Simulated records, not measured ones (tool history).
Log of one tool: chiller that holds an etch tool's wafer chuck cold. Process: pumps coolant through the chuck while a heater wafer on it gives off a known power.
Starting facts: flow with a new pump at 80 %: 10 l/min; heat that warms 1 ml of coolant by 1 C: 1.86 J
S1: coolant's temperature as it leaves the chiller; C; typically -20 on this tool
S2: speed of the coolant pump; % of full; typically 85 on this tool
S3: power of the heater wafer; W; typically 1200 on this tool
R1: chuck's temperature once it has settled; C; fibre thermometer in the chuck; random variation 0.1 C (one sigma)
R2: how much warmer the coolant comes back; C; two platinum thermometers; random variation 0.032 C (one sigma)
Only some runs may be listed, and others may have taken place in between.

run    hour   S1  S2    S3     R1    R2
  1     0.0  -20  85  1200   -8.4  3.65
  2    66.6  -20  85  1200   -8.6  3.66
  3   129.2  -20  85  1200   -8.7  3.58
  4   194.1  -27  85  1200  -15.5  3.72
  5   249.4  -27  85  1200  -15.6  3.57
  6   288.7  -27  85  1200  -15.6  3.66
  7   353.7  -27  85  1200  -15.6  3.56
  8   415.7  -20  85  1200   -8.7  3.65
  9   468.3  -20  85  1200   -8.7  3.60
 10   522.0  -20  85  1200   -8.7  3.62
 11   573.4  -20  85  1684   -4.1  5.13
 12   667.2  -20  85  1684   -4.0  5.10
 13   734.8  -21  85  1684   -4.9  5.10
 14   780.5  -21  85  1684   -5.0  5.12
 15   848.0  -21  85  1684   -5.2  5.13
 16   936.5  -21  98  1684   -7.1  4.33
 17  1016.7  -27  85   620  -21.3  1.86
 18  1098.3  -24  85   805  -16.2  2.47
 19  1148.3  -24  85   805  -16.4  2.39
 20  1211.9  -26  85   805  -18.4  2.47
 21  1272.9  -20  89  1200   -9.0  3.41
 22  1362.4  -20  89  1200   -9.3  3.43
 23  1437.1  -24  89  1200  -13.1  3.43
 24  1515.8  -20  85   819  -12.3  2.44
 25  1579.5  -10  66  1242    5.3  5.01
 26  1624.7  -29  85   859  -20.8  2.57
 27  1704.4  -23  91  1517   -9.7  4.19
 28  1745.4  -23  91  1517   -9.6  4.26
 29  1812.7  -23  91  1517   -9.7  4.18
 30  1853.6  -25  98   892  -17.6  2.33
 31  1949.3  -12  70  1265    2.5  4.66
 32  2003.7  -12  70  1265    2.7  4.70

Missing from the log above: 2 entries noted between runs. For each, name the pair of listed runs it sits between and say how the tool's hidden condition differs from the listed run just before to the listed run just after:
In the gap between runs 11 and 12: coolant changed, channels flushed (hour 648.4)
  heat passed by the chuck's channels, % of clean ones': 99.8 -> 100
In the gap between runs 15 and 16: chiller's thermometer calibrated (hour 884.8)
  nothing in the hidden state changes from one run to the other
